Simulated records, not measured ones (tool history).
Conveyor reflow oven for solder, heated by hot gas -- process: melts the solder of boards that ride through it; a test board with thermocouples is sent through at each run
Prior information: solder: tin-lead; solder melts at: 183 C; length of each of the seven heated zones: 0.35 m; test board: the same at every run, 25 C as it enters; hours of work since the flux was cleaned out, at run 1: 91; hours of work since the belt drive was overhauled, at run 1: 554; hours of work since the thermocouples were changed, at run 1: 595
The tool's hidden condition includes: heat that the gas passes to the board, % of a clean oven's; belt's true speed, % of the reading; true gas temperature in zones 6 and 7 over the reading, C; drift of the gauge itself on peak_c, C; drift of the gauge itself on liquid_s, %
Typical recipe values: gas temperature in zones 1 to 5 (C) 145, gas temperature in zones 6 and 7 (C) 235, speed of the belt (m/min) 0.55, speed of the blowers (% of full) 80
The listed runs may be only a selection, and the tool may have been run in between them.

run   hour  gas temperature in zones 1 to 5 (C)  gas temperature in zones 6 and 7 (C)  speed of the belt (m/min)  speed of the blowers (% of full)  hours of work since the flux was cleaned out  hours of work since the belt drive was overhauled  hours of work since the thermocouples were changed  highest temperature of the board (C)  time above the solder's melting point (s)
  1      0                                  145                                   235                       0.55                                80                                            91                                                554                                                 595                                 223.9                                       65.4
  2    9.9                                  145                                   239                       0.55                                80                                            98                                                562                                                 602                                 227.9                                       67.3
  3   28.2                                  145                                   239                       0.55                                80                                           111                                                575                                                 616                                   227                                       67.6
  4   45.9                                  145                                   239                       0.55                                80                                           125                                                588                                                 629                                 227.3                                       67.3
  5   66.5                                  145                                   239                       0.55                                80                                           140                                                604                                                 644                                   228                                       67.8
  6   78.7                                  145                                   239                       0.55                                80                                           149                                                613                                                 653                                 227.3                                       67.1
  7   91.9                                  145                                   239                       0.55                                80                                           159                                                623                                                 663                                 227.5                                       67.1
  8  111.6                                  145                                   235                      0.543                                80                                           173                                                637                                                 678                                 224.3                                       65.7
  9  121.5                                  135                                   235                       0.55                                80                                           181                                                645                                                 685                                 222.6                                       60.8
 10  131.3                                  145                                   235                       0.55                                80                                           188                                                652                                                 693                                 223.9                                       65.2
 11  144.7                                  158                                   235                       0.55                                80                                           198                                                662                                                 702                                   226                                       71.6
 12  158.7                                  158                                   235                       0.55                                80                                           208                                                672                                                 713                                 225.7                                       71.8
 13  177.4                                  145                                   235                      0.489                                80                                           222                                                686                                                 727                                 227.5                                       75.9
 14  191.7                                  145                                   235                       0.55                                80                                           233                                                697                                                 737                                 223.9                                       65.3
     198.6  -- flux residue cleaned out of gas plates and filters
 15  213.4                                  145                                   235                       0.55                                80                                            11                                                709                                                 750                                 223.9                                       65.1
 16  222.6                                  157                                   235                       0.55                                80                                            18                                                716                                                 757                                 225.5                                       71.2
 17  232.1                                  145                                   235                      0.551                                69                                            25                                                723                                                 764                                 221.4                                       63.1
 18  251.5                                  145                                   235                      0.551                                69                                            39                                                737                                                 778                                 221.8                                       63.3
 19  270.7                                  155                                   245                      0.506                                87                                            54                                                752                                                 792                                 236.4                                       82.5
     284.9  -- flux residue cleaned out of gas plates and filters, once more
 20  284.9                                  155                                   245                      0.506                                87                                             0                                                758                                                 799                                 238.6                                       81.8
 21  303.2                                  155                                   245                      0.506                                87                                            14                                                772                                                 813                                 239.2                                       82.3
 22  321.7                                  144                                   250                      0.447                                88                                            27                                                786                                                 826                                 245.3                                       91.6
 23  334.3                                  144                                   250                      0.447                                88                                            37                                                795                                                 836                                 244.9                                       91.9
 24  354.4                                  144                                   250                      0.447                                88                                            52                                                810                                                 851                                 245.2                                         92
 25  366.4                                  130                                   240                      0.503                                80                                            61                                                819                                                 860                                 230.7                                       70.5
 26  376.7                                  130                                   245                      0.513                                51                                            68                                                827                                                 867                                 226.3                                       65.5
 27  389.9                                  144                                   230                       0.55                                51                                            78                                                836                                                 877                                 213.2                                       56.2
 28  398.8                                  144                                   230                       0.55                                51                                            85                                                843                                                 884                                 213.4                                       56.2
 29  412.2                                  144                                   230                       0.55                                51                                            94                                                853                                                 894                                 213.2                                       56.4
 30  428.9                                  157                                   237                       0.54                                82                                           107                                                865                                                 906                                 229.4                                       74.4
 31  438.5                                  157                                   239                      0.448                                88                                           114                                                872                                                 913                                 235.8                                       93.2

Below are 4 alternative next runs, each starting from the tool's condition after run 31. Predict each:
  A  447.4                                  145                                   230                       0.55                                80                                           121                                                879                                                 920                                     ?                                          ?
  B  447.4                                  153                                   247                      0.483                                80                                           121                                                879                                                 920                                     ?                                          ?
  C  447.4                                  150                                   235                      0.615                                80                                           121                                                879                                                 920                                     ?                                          ?
  D  447.4                                  157                                   239                      0.635                                88                                           121                                                879                                                 920                                     ?                                          ?

run  highest temperature of the board (C)  time above the solder's melting point (s)
  A                                 220.6                                       63.8
  B                                 240.6                                       86.8
  C                                 223.4                                       59.4
  D                                 227.9                                       62.5
Had the tool no hidden state, the same runs would have come out as:
run  highest temperature of the board (C)  time above the solder's melting point (s)
  A                                 218.4                                       61.8
  B                                 238.2                                       84.9
  C                                 221.2                                       57.6
  D                                 225.8                                         61
